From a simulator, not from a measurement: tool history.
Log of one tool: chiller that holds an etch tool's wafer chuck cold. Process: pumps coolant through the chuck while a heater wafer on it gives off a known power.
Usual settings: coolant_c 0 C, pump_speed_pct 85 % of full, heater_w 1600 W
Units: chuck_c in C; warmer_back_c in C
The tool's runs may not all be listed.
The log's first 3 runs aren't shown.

run 4 hour=94.3 | coolant_c=0 pump_speed_pct=85 heater_w=1600 | chuck_c=10.5 warmer_back_c=5.67
run 5 hour=141.3 | coolant_c=0 pump_speed_pct=85 heater_w=1600 | chuck_c=10.4 warmer_back_c=5.66
run 6 hour=173.4 | coolant_c=0 pump_speed_pct=64 heater_w=1600 | chuck_c=12.8 warmer_back_c=7.61
run 7 hour=223.8 | coolant_c=0 pump_speed_pct=85 heater_w=1600 | chuck_c=10.4 warmer_back_c=5.68
run 8 hour=264.6 | coolant_c=0 pump_speed_pct=85 heater_w=1600 | chuck_c=10.5 warmer_back_c=5.75
run 9 hour=294.8 | coolant_c=0 pump_speed_pct=85 heater_w=1600 | chuck_c=10.4 warmer_back_c=5.75
run 10 hour=338.1 | coolant_c=2 pump_speed_pct=85 heater_w=1600 | chuck_c=12.5 warmer_back_c=5.73
run 11 hour=387.8 | coolant_c=3 pump_speed_pct=85 heater_w=1600 | chuck_c=13.4 warmer_back_c=5.73
run 12 hour=425.6 | coolant_c=3 pump_speed_pct=85 heater_w=1600 | chuck_c=13.3 warmer_back_c=5.78
run 13 hour=455.3 | coolant_c=0 pump_speed_pct=82 heater_w=1600 | chuck_c=10.8 warmer_back_c=6.02
run 14 hour=496.5 | coolant_c=0 pump_speed_pct=82 heater_w=1600 | chuck_c=10.6 warmer_back_c=6.06
run 15 hour=529.8 | coolant_c=0 pump_speed_pct=74 heater_w=1600 | chuck_c=11.4 warmer_back_c=6.76
run 16 hour=579.1 | coolant_c=0 pump_speed_pct=82 heater_w=1600 | chuck_c=10.8 warmer_back_c=6.13
run 17 hour=622.6 | coolant_c=0 pump_speed_pct=82 heater_w=1600 | chuck_c=10.7 warmer_back_c=6.15
run 18 hour=666.4 | coolant_c=-5 pump_speed_pct=77 heater_w=839 | chuck_c=0.9 warmer_back_c=3.59
run 19 hour=691.6 | coolant_c=-5 pump_speed_pct=77 heater_w=839 | chuck_c=0.8 warmer_back_c=3.57
-- hour=721.4 gauge calibrated
run 20 hour=734.3 | coolant_c=0 pump_speed_pct=99 heater_w=1734 | chuck_c=10.2 warmer_back_c=5.23
run 21 hour=776.1 | coolant_c=0 pump_speed_pct=99 heater_w=1734 | chuck_c=10.2 warmer_back_c=5.22
run 22 hour=802.1 | coolant_c=0 pump_speed_pct=99 heater_w=1734 | chuck_c=10.3 warmer_back_c=5.25
run 23 hour=835.1 | coolant_c=6 pump_speed_pct=82 heater_w=1886 | chuck_c=18.8 warmer_back_c=6.94
run 24 hour=884.8 | coolant_c=3 pump_speed_pct=97 heater_w=1600 | chuck_c=12.6 warmer_back_c=4.97
run 25 hour=914.6 | coolant_c=3 pump_speed_pct=78 heater_w=1600 | chuck_c=14.1 warmer_back_c=6.27
run 26 hour=965.6 | coolant_c=3 pump_speed_pct=85 heater_w=1494 | chuck_c=12.8 warmer_back_c=5.33

Forecast run 27:
run 27 hour=1000 | coolant_c=0 pump_speed_pct=96 heater_w=1600 | chuck_c=? warmer_back_c=?

chuck_c: 9.5 C
warmer_back_c: 5.03 C
Without the tool's hidden state the same run would have given chuck_c 9.5 C, warmer_back_c 4.88 C.

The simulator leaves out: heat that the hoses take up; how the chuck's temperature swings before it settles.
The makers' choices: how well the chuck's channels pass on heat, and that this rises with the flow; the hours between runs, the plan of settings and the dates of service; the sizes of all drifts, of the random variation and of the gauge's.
